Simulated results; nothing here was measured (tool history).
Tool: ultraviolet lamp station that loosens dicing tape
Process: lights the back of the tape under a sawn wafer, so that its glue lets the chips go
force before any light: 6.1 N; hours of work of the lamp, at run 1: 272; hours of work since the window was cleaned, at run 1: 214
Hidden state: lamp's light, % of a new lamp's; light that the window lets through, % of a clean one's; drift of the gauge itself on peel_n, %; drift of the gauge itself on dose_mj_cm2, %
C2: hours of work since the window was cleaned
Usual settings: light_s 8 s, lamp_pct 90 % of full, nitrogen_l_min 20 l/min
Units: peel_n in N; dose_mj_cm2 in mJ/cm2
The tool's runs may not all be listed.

{"run": 1, "hour": 0.0, "light_s": 8, "lamp_pct": 90, "nitrogen_l_min": 20, "hours of work of the lamp": 272, "C2": 214, "peel_n": 0.335, "dose_mj_cm2": 438}
{"run": 2, "hour": 11.0, "light_s": 5, "lamp_pct": 90, "nitrogen_l_min": 20, "hours of work of the lamp": 280, "C2": 222, "peel_n": 0.914, "dose_mj_cm2": 270}
{"run": 3, "hour": 23.6, "light_s": 8, "lamp_pct": 90, "nitrogen_l_min": 20, "hours of work of the lamp": 289, "C2": 231, "peel_n": 0.358, "dose_mj_cm2": 428}
{"run": 4, "hour": 36.3, "light_s": 8, "lamp_pct": 90, "nitrogen_l_min": 20, "hours of work of the lamp": 299, "C2": 240, "peel_n": 0.356, "dose_mj_cm2": 427}
{"run": 5, "hour": 42.2, "light_s": 10, "lamp_pct": 90, "nitrogen_l_min": 20, "hours of work of the lamp": 303, "C2": 245, "peel_n": 0.217, "dose_mj_cm2": 536}
{"run": 6, "hour": 50.8, "light_s": 10, "lamp_pct": 90, "nitrogen_l_min": 20, "hours of work of the lamp": 309, "C2": 251, "peel_n": 0.211, "dose_mj_cm2": 530}
{"run": 7, "hour": 61.2, "light_s": 10, "lamp_pct": 90, "nitrogen_l_min": 20, "hours of work of the lamp": 317, "C2": 259, "peel_n": 0.219, "dose_mj_cm2": 534}
{"run": 8, "hour": 66.8, "light_s": 10, "lamp_pct": 90, "nitrogen_l_min": 20, "hours of work of the lamp": 321, "C2": 263, "peel_n": 0.229, "dose_mj_cm2": 525}
{"run": 9, "hour": 80.1, "light_s": 8, "lamp_pct": 90, "nitrogen_l_min": 20, "hours of work of the lamp": 331, "C2": 272, "peel_n": 0.359, "dose_mj_cm2": 422}
{"run": 10, "hour": 91.1, "light_s": 8, "lamp_pct": 90, "nitrogen_l_min": 20, "hours of work of the lamp": 339, "C2": 280, "peel_n": 0.367, "dose_mj_cm2": 416}
{"run": 11, "hour": 102.0, "light_s": 8, "lamp_pct": 90, "nitrogen_l_min": 20, "hours of work of the lamp": 347, "C2": 288, "peel_n": 0.38, "dose_mj_cm2": 409}
{"run": 12, "hour": 110.6, "light_s": 8, "lamp_pct": 90, "nitrogen_l_min": 20, "hours of work of the lamp": 353, "C2": 295, "peel_n": 0.374, "dose_mj_cm2": 411}
{"run": 13, "hour": 117.7, "light_s": 8, "lamp_pct": 90, "nitrogen_l_min": 20, "hours of work of the lamp": 358, "C2": 300, "peel_n": 0.386, "dose_mj_cm2": 410}
{"run": 14, "hour": 126.7, "light_s": 8, "lamp_pct": 90, "nitrogen_l_min": 20, "hours of work of the lamp": 365, "C2": 306, "peel_n": 0.398, "dose_mj_cm2": 405}
{"run": 15, "hour": 135.3, "light_s": 8, "lamp_pct": 90, "nitrogen_l_min": 20, "hours of work of the lamp": 371, "C2": 313, "peel_n": 0.394, "dose_mj_cm2": 404}
{"run": 16, "hour": 143.5, "light_s": 8, "lamp_pct": 83, "nitrogen_l_min": 20, "hours of work of the lamp": 377, "C2": 319, "peel_n": 0.474, "dose_mj_cm2": 377}
{"run": 17, "hour": 151.4, "light_s": 8, "lamp_pct": 83, "nitrogen_l_min": 20, "hours of work of the lamp": 383, "C2": 324, "peel_n": 0.492, "dose_mj_cm2": 371}
{"run": 18, "hour": 160.3, "light_s": 8, "lamp_pct": 83, "nitrogen_l_min": 20, "hours of work of the lamp": 389, "C2": 331, "peel_n": 0.478, "dose_mj_cm2": 367}
{"run": 19, "hour": 169.5, "light_s": 8, "lamp_pct": 83, "nitrogen_l_min": 20, "hours of work of the lamp": 396, "C2": 338, "peel_n": 0.509, "dose_mj_cm2": 370}
{"run": 20, "hour": 178.9, "light_s": 8, "lamp_pct": 83, "nitrogen_l_min": 20, "hours of work of the lamp": 403, "C2": 345, "peel_n": 0.509, "dose_mj_cm2": 365}
{"run": 21, "hour": 185.9, "light_s": 8, "lamp_pct": 83, "nitrogen_l_min": 20, "hours of work of the lamp": 408, "C2": 350, "peel_n": 0.505, "dose_mj_cm2": 365}
{"run": 22, "hour": 195.4, "light_s": 8, "lamp_pct": 83, "nitrogen_l_min": 20, "hours of work of the lamp": 415, "C2": 357, "peel_n": 0.504, "dose_mj_cm2": 364}
{"run": 23, "hour": 201.1, "light_s": 8, "lamp_pct": 83, "nitrogen_l_min": 20, "hours of work of the lamp": 419, "C2": 361, "peel_n": 0.536, "dose_mj_cm2": 359}
{"run": 24, "hour": 208.9, "light_s": 8, "lamp_pct": 83, "nitrogen_l_min": 20, "hours of work of the lamp": 425, "C2": 366, "peel_n": 0.519, "dose_mj_cm2": 361}
{"run": 25, "hour": 220.3, "light_s": 11, "lamp_pct": 83, "nitrogen_l_min": 20, "hours of work of the lamp": 433, "C2": 375, "peel_n": 0.261, "dose_mj_cm2": 487}
{"run": 26, "hour": 232.2, "light_s": 5, "lamp_pct": 74, "nitrogen_l_min": 14, "hours of work of the lamp": 442, "C2": 384, "peel_n": 1.667, "dose_mj_cm2": 201}
{"run": 27, "hour": 241.5, "light_s": 7, "lamp_pct": 84, "nitrogen_l_min": 15, "hours of work of the lamp": 449, "C2": 390, "peel_n": 0.829, "dose_mj_cm2": 317}
{"hour": 249.5, "done": "window cleaned of glue's vapour"}
{"run": 28, "hour": 252.7, "light_s": 13, "lamp_pct": 75, "nitrogen_l_min": 20, "hours of work of the lamp": 456, "C2": 2, "peel_n": 0.168, "dose_mj_cm2": 614}
{"run": 29, "hour": 265.1, "light_s": 13, "lamp_pct": 75, "nitrogen_l_min": 20, "hours of work of the lamp": 466, "C2": 11, "peel_n": 0.172, "dose_mj_cm2": 600}
{"run": 30, "hour": 273.9, "light_s": 6, "lamp_pct": 74, "nitrogen_l_min": 20, "hours of work of the lamp": 472, "C2": 18, "peel_n": 0.893, "dose_mj_cm2": 273}
{"run": 31, "hour": 283.9, "light_s": 6, "lamp_pct": 71, "nitrogen_l_min": 24, "hours of work of the lamp": 479, "C2": 25, "peel_n": 0.86, "dose_mj_cm2": 259}
{"run": 32, "hour": 296.3, "light_s": 12, "lamp_pct": 69, "nitrogen_l_min": 15, "hours of work of the lamp": 488, "C2": 34, "peel_n": 0.301, "dose_mj_cm2": 510}
{"run": 33, "hour": 302.0, "light_s": 12, "lamp_pct": 69, "nitrogen_l_min": 15, "hours of work of the lamp": 493, "C2": 38, "peel_n": 0.294, "dose_mj_cm2": 501}
{"run": 34, "hour": 310.8, "light_s": 10, "lamp_pct": 83, "nitrogen_l_min": 38, "hours of work of the lamp": 499, "C2": 45, "peel_n": 0.179, "dose_mj_cm2": 507}
{"run": 35, "hour": 320.1, "light_s": 10, "lamp_pct": 83, "nitrogen_l_min": 38, "hours of work of the lamp": 506, "C2": 52, "peel_n": 0.184, "dose_mj_cm2": 500}
{"run": 36, "hour": 329.5, "light_s": 10, "lamp_pct": 83, "nitrogen_l_min": 38, "hours of work of the lamp": 513, "C2": 58, "peel_n": 0.173, "dose_mj_cm2": 494}
{"run": 37, "hour": 338.5, "light_s": 8, "lamp_pct": 90, "nitrogen_l_min": 34, "hours of work of the lamp": 519, "C2": 65, "peel_n": 0.262, "dose_mj_cm2": 430}
{"run": 38, "hour": 348.1, "light_s": 8, "lamp_pct": 90, "nitrogen_l_min": 34, "hours of work of the lamp": 526, "C2": 72, "peel_n": 0.252, "dose_mj_cm2": 423}
{"run": 39, "hour": 355.7, "light_s": 8, "lamp_pct": 90, "nitrogen_l_min": 34, "hours of work of the lamp": 532, "C2": 78, "peel_n": 0.269, "dose_mj_cm2": 429}
{"run": 40, "hour": 368.1, "light_s": 8, "lamp_pct": 90, "nitrogen_l_min": 34, "hours of work of the lamp": 541, "C2": 87, "peel_n": 0.254, "dose_mj_cm2": 428}
{"run": 41, "hour": 380.3, "light_s": 7, "lamp_pct": 66, "nitrogen_l_min": 34, "hours of work of the lamp": 550, "C2": 96, "peel_n": 0.694, "dose_mj_cm2": 272}
{"run": 42, "hour": 393.6, "light_s": 13, "lamp_pct": 66, "nitrogen_l_min": 10, "hours of work of the lamp": 559, "C2": 105, "peel_n": 0.414, "dose_mj_cm2": 500}
{"run": 43, "hour": 401.4, "light_s": 13, "lamp_pct": 66, "nitrogen_l_min": 7, "hours of work of the lamp": 565, "C2": 111, "peel_n": 0.555, "dose_mj_cm2": 497}

Measured less the same run without the tool's hidden state. The same run-to-run variation is in both; the gauge's scatter may not be:
run=1 peel_n=+0.090 dose_mj_cm2=-65
run=2 peel_n=+0.218 dose_mj_cm2=-42
run=3 peel_n=+0.102 dose_mj_cm2=-70
run=4 peel_n=+0.107 dose_mj_cm2=-72
run=5 peel_n=+0.056 dose_mj_cm2=-93
run=6 peel_n=+0.058 dose_mj_cm2=-95
run=7 peel_n=+0.061 dose_mj_cm2=-98
run=8 peel_n=+0.064 dose_mj_cm2=-99
run=9 peel_n=+0.119 dose_mj_cm2=-82
run=10 peel_n=+0.126 dose_mj_cm2=-85
run=11 peel_n=+0.131 dose_mj_cm2=-86
run=12 peel_n=+0.132 dose_mj_cm2=-87
run=13 peel_n=+0.139 dose_mj_cm2=-90
run=14 peel_n=+0.146 dose_mj_cm2=-91
run=15 peel_n=+0.146 dose_mj_cm2=-93
run=16 peel_n=+0.176 dose_mj_cm2=-88
run=17 peel_n=+0.186 dose_mj_cm2=-89
run=18 peel_n=+0.185 dose_mj_cm2=-91
run=19 peel_n=+0.202 dose_mj_cm2=-93
run=20 peel_n=+0.201 dose_mj_cm2=-94
run=21 peel_n=+0.204 dose_mj_cm2=-95
run=22 peel_n=+0.205 dose_mj_cm2=-97
run=23 peel_n=+0.220 dose_mj_cm2=-99
run=24 peel_n=+0.216 dose_mj_cm2=-100
run=25 peel_n=+0.101 dose_mj_cm2=-138
run=26 peel_n=+0.498 dose_mj_cm2=-58
run=27 peel_n=+0.340 dose_mj_cm2=-94
run=28 peel_n=+0.028 dose_mj_cm2=-72
run=29 peel_n=+0.028 dose_mj_cm2=-74
run=30 peel_n=+0.182 dose_mj_cm2=-35
run=31 peel_n=+0.182 dose_mj_cm2=-35
run=32 peel_n=+0.074 dose_mj_cm2=-71
run=33 peel_n=+0.076 dose_mj_cm2=-72
run=34 peel_n=+0.034 dose_mj_cm2=-75
run=35 peel_n=+0.035 dose_mj_cm2=-77
run=36 peel_n=+0.036 dose_mj_cm2=-79
run=37 peel_n=+0.068 dose_mj_cm2=-71
run=38 peel_n=+0.069 dose_mj_cm2=-72
run=39 peel_n=+0.073 dose_mj_cm2=-73
run=40 peel_n=+0.075 dose_mj_cm2=-76
run=41 peel_n=+0.210 dose_mj_cm2=-51
run=42 peel_n=+0.138 dose_mj_cm2=-97
run=43 peel_n=+0.180 dose_mj_cm2=-98
